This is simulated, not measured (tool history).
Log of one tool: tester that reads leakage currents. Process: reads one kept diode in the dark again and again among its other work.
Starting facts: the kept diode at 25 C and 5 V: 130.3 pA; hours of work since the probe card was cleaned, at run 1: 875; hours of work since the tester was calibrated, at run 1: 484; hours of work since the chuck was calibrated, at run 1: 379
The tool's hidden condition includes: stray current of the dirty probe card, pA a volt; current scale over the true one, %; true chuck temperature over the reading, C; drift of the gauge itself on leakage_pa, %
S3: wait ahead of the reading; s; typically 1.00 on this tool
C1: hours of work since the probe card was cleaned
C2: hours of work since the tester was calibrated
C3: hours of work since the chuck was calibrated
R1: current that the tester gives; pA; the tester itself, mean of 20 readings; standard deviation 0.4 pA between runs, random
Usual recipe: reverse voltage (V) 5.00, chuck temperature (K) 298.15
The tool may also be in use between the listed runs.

Run 1, hour 0.0: usual settings; C1 875; C2 484; C3 379. Result: R1 137.13 pA.
Run 2, hour 78.5: usual settings but S3 1.19 s; C1 918; C2 528; C3 423. Result: R1 138.88 pA.
Run 3, hour 140.3: usual settings but S3 1.19 s; C1 952; C2 562; C3 457. Result: R1 138.67 pA.
Run 4, hour 177.8: usual settings but S3 1.19 s; C1 973; C2 582; C3 477. Result: R1 139.54 pA.
Run 5, hour 245.6: usual settings but S3 1.19 s; C1 1010; C2 620; C3 514. Result: R1 139.80 pA.
Run 6, hour 290.5: usual settings; C1 1035; C2 644; C3 539. Result: R1 140.50 pA.
Run 7, hour 356.8: usual settings; C1 1072; C2 681; C3 576. Result: R1 140.88 pA.
Run 8, hour 403.7: usual settings; C1 1097; C2 706; C3 601. Result: R1 141.45 pA.
Run 9, hour 455.6: usual settings; C1 1126; C2 735; C3 630. Result: R1 141.77 pA.
Run 10, hour 498.3: usual settings; C1 1149; C2 759; C3 653. Result: R1 142.19 pA.
Run 11, hour 560.7: usual settings; C1 1184; C2 793; C3 688. Result: R1 142.40 pA.
Run 12, hour 613.5: usual settings; C1 1213; C2 822; C3 717. Result: R1 144.13 pA.
Run 13, hour 668.1: usual settings; C1 1243; C2 852; C3 747. Result: R1 144.64 pA.
Run 14, hour 739.1: usual settings; C1 1282; C2 891; C3 786. Result: R1 144.61 pA.
Run 15, hour 811.9: usual settings; C1 1322; C2 931; C3 826. Result: R1 144.97 pA.
At hour 855.8: probe card cleaned and baked.
Run 16, hour 862.7: usual settings but reverse voltage (V) 10.75; C1 4; C2 957; C3 852. Result: R1 222.41 pA.
Run 17, hour 936.1: usual settings but reverse voltage (V) 10.75, chuck temperature (K) 317.15; C1 44; C2 998; C3 893. Result: R1 890.58 pA.
Run 18, hour 1013.4: usual settings but reverse voltage (V) 10.75, chuck temperature (K) 317.15; C1 87; C2 1040; C3 935. Result: R1 897.67 pA.
Run 19, hour 1074.8: usual settings; C1 121; C2 1074; C3 969. Result: R1 145.10 pA.
Run 20, hour 1145.6: usual settings; C1 159; C2 1113; C3 1008. Result: R1 146.55 pA.
Run 21, hour 1207.5: usual settings but reverse voltage (V) 1.17, chuck temperature (K) 295.15, S3 6.53 s; C1 194; C2 1147; C3 1042. Result: R1 50.69 pA.
At hour 1238.7: chuck's temperature calibrated.
Run 22, hour 1267.4: usual settings but reverse voltage (V) 1.17, chuck temperature (K) 295.15, S3 4.33 s; C1 225; C2 1179; C3 16. Result: R1 45.12 pA.
Run 23, hour 1346.1: usual settings but reverse voltage (V) 10.15; C1 269; C2 1222; C3 59. Result: R1 197.91 pA.
Run 24, hour 1392.7: usual settings but reverse voltage (V) 10.15; C1 294; C2 1248; C3 85. Result: R1 198.81 pA.
Run 25, hour 1442.9: usual settings but reverse voltage (V) 19.91, S3 1.02 s; C1 322; C2 1275; C3 112. Result: R1 291.26 pA.
Run 26, hour 1483.3: usual settings but chuck temperature (K) 303.15; C1 344; C2 1298; C3 135. Result: R1 194.12 pA.
Run 27, hour 1539.1: usual settings but chuck temperature (K) 303.15; C1 375; C2 1328; C3 165. Result: R1 195.99 pA.
Run 28, hour 1597.2: usual settings but reverse voltage (V) 17.43, chuck temperature (K) 294.15; C1 407; C2 1360; C3 197. Result: R1 201.78 pA.
Run 29, hour 1655.2: usual settings but reverse voltage (V) 17.43, chuck temperature (K) 294.15; C1 439; C2 1392; C3 229. Result: R1 202.77 pA.
Run 30, hour 1705.5: usual settings but reverse voltage (V) 17.43, chuck temperature (K) 294.15; C1 466; C2 1420; C3 257. Result: R1 205.07 pA.
Run 31, hour 1771.1: usual settings but reverse voltage (V) 17.43, chuck temperature (K) 294.15, S3 0.97 s; C1 502; C2 1456; C3 293. Result: R1 205.56 pA.
Run 32, hour 1825.0: usual settings but reverse voltage (V) 13.53, chuck temperature (K) 294.15; C1 532; C2 1486; C3 323. Result: R1 177.50 pA.
Run 33, hour 1865.3: usual settings but reverse voltage (V) 18.12, chuck temperature (K) 299.15; C1 554; C2 1508; C3 345. Result: R1 308.48 pA.
Run 34, hour 1925.8: usual settings but chuck temperature (K) 295.15, S3 1.17 s; C1 588; C2 1541; C3 378. Result: R1 108.72 pA.
Run 35, hour 1993.4: usual settings but chuck temperature (K) 295.15, S3 1.17 s; C1 625; C2 1578; C3 415. Result: R1 108.78 pA.
Run 36, hour 2071.5: usual settings but reverse voltage (V) 19.33, chuck temperature (K) 306.15, S3 1.09 s; C1 668; C2 1621; C3 458. Result: R1 546.38 pA.
Run 37, hour 2117.5: usual settings but reverse voltage (V) 19.33, chuck temperature (K) 321.15, S3 1.35 s; C1 693; C2 1647; C3 483. Result: R1 1564.04 pA.
Run 38, hour 2168.2: usual settings but reverse voltage (V) 5.86, S3 6.30 s; C1 721; C2 1674; C3 511. Result: R1 150.75 pA.
Run 39, hour 2239.7: usual settings but reverse voltage (V) 9.75, S3 3.91 s; C1 760; C2 1714; C3 551. Result: R1 202.52 pA.

Here are 3 independent what-if runs from the current tool condition. What would each one return?
Run A, hour 2318.5: usual settings but reverse voltage (V) 2.45, chuck temperature (K) 321.15, S3 0.36 s; C1 804; C2 1757; C3 594. Result: R1 ?.
Run B, hour 2318.5: usual settings but reverse voltage (V) 8.02, chuck temperature (K) 294.15, S3 1.42 s; C1 804; C2 1757; C3 594. Result: R1 ?.
Run C, hour 2318.5: usual settings but reverse voltage (V) 9.75, chuck temperature (K) 301.15, S3 3.91 s; C1 804; C2 1757; C3 594. Result: R1 ?.

run      R1
  A  498.60
  B  134.11
  C  256.56
The same runs, with their run-to-run variation unchanged, on a tool lacking any hidden condition would have given:
run      R1
  A  475.85
  B  124.70
  C  240.61
